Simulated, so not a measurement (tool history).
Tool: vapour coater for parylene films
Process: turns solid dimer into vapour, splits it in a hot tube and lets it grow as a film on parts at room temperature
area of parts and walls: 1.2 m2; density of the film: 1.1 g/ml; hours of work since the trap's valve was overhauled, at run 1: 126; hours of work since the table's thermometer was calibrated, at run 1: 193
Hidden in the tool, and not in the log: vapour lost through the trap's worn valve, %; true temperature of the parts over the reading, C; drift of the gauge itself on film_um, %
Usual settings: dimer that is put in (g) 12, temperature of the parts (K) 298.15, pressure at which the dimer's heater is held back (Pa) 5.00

run   hour  dimer that is put in (g)  temperature of the parts (K)  pressure at which the dimer's heater is held back (Pa)  hours of work since the trap's valve was overhauled  hours of work since the table's thermometer was calibrated  thickness of the film (um)
  1    0.0                        12                        298.15                                                    5.00                                                  126                                                         193                        5.49
  2    9.3                        12                        298.15                                                    5.00                                                  132                                                         198                        5.56
  3   25.4                        12                        298.15                                                    5.00                                                  141                                                         207                        5.49
  4   35.7                        12                        298.15                                                    5.00                                                  147                                                         213                        5.52
  5   53.5                        12                        298.15                                                    5.00                                                  157                                                         223                        5.51
  6   72.6                         6                        298.15                                                    5.00                                                  168                                                         234                        2.73
  7   85.7                         6                        298.15                                                    5.00                                                  176                                                         242                        2.71
  8   97.3                         6                        298.15                                                    5.00                                                  182                                                         249                        2.69
  9  112.7                        12                        298.15                                                    9.35                                                  191                                                         257                        4.69
 10  128.4                        12                        298.15                                                   11.63                                                  200                                                         266                        4.55
 11  144.6                        12                        298.15                                                   11.63                                                  209                                                         276                        4.48
 12  154.3                        12                        298.15                                                   11.63                                                  215                                                         281                        4.46
 13  170.8                        12                        298.15                                                    5.00                                                  225                                                         291                        5.38
 14  180.2                        12                        298.15                                                    5.00                                                  230                                                         296                        5.38
     182.1  -- table's thermometer calibrated
 15  190.4                        12                        298.15                                                    5.00                                                  235                                                           5                        5.29
 16  201.6                         5                        298.15                                                    5.00                                                  242                                                          11                        2.21
 17  210.3                        12                        298.15                                                    6.85                                                  247                                                          16                        4.94
 18  227.2                         6                        298.15                                                    6.85                                                  256                                                          26                        2.44
 19  244.5                        12                        299.15                                                    5.00                                                  266                                                          36                        5.10
 20  259.6                        12                        298.15                                                   11.80                                                  275                                                          45                        4.38
 21  268.8                        20                        298.15                                                   11.80                                                  280                                                          50                        7.21
 22  281.0                         7                        299.15                                                    3.57                                                  287                                                          57                        3.17
     294.4  -- table's thermometer calibrated, once more
 23  301.4                         7                        299.15                                                    3.57                                                  298                                                           4                        3.28
 24  312.6                        12                        301.15                                                    2.90                                                  305                                                          10                        5.42
 25  326.5                        12                        301.15                                                    9.70                                                  313                                                          18                        4.25
 26  338.5                        17                        297.15                                                    8.03                                                  320                                                          25                        6.97
 27  353.8                         6                        303.15                                                    2.15                                                  329                                                          34                        2.74
 28  368.9                        12                        295.15                                                    8.37                                                  337                                                          43                        5.08
 29  383.0                        12                        295.15                                                    8.37                                                  345                                                          51                        5.07
 30  395.7                        12                        295.15                                                    8.37                                                  353                                                          58                        5.07
 31  404.0                        10                        308.15                                                    5.00                                                  357                                                          63                        3.33
 32  414.9                        15                        308.15                                                    6.74                                                  364                                                          69                        4.67
 33  431.9                        15                        308.15                                                    6.74                                                  373                                                          79                        4.66
 34  449.8                        15                        308.15                                                    6.74                                                  384                                                          89                        4.61
 35  467.3                        12                        303.15                                                    2.79                                                  394                                                          99                        5.07
 36  480.2                         8                        302.15                                                    6.84                                                  401                                                         107                        2.84
 37  492.3                         8                        302.15                                                    6.84                                                  408                                                         114                        2.85
 38  509.0                        12                        304.15                                                    8.49                                                  418                                                         123                        3.89
 39  519.0                         5                        291.15                                                    2.08                                                  424                                                         129                        3.07
 40  530.5                         5                        291.15                                                    2.08                                                  430                                                         136                        3.10
 41  546.1                         5                        296.15                                                    6.11                                                  439                                                         145                        2.12

Some steps in thickness of the film (um) between neighbouring runs. How much of each would the tool show without its hidden state too (settings, what came in, random variation), and how much is left for the hidden state, with any gauge scatter that isn't in both results?
Run 15 -> 16: dimer that is put in (g) 12 -> 5. thickness of the film (um) -3.08: hidden state +0.28, all else -3.36.
Run 20 -> 21: dimer that is put in (g) 12 -> 20. thickness of the film (um) +2.83: hidden state -0.31, all else +3.14.
Run 21 -> 22: dimer that is put in (g) 20 -> 7, temperature of the parts (K) 298.15 -> 299.15, pressure at which the dimer's heater is held back (Pa) 11.80 -> 3.57. thickness of the film (um) -4.04: hidden state +0.43, all else -4.47.
Run 26 -> 27: dimer that is put in (g) 17 -> 6, temperature of the parts (K) 297.15 -> 303.15, pressure at which the dimer's heater is held back (Pa) 8.03 -> 2.15. thickness of the film (um) -4.23: hidden state +0.42, all else -4.65.
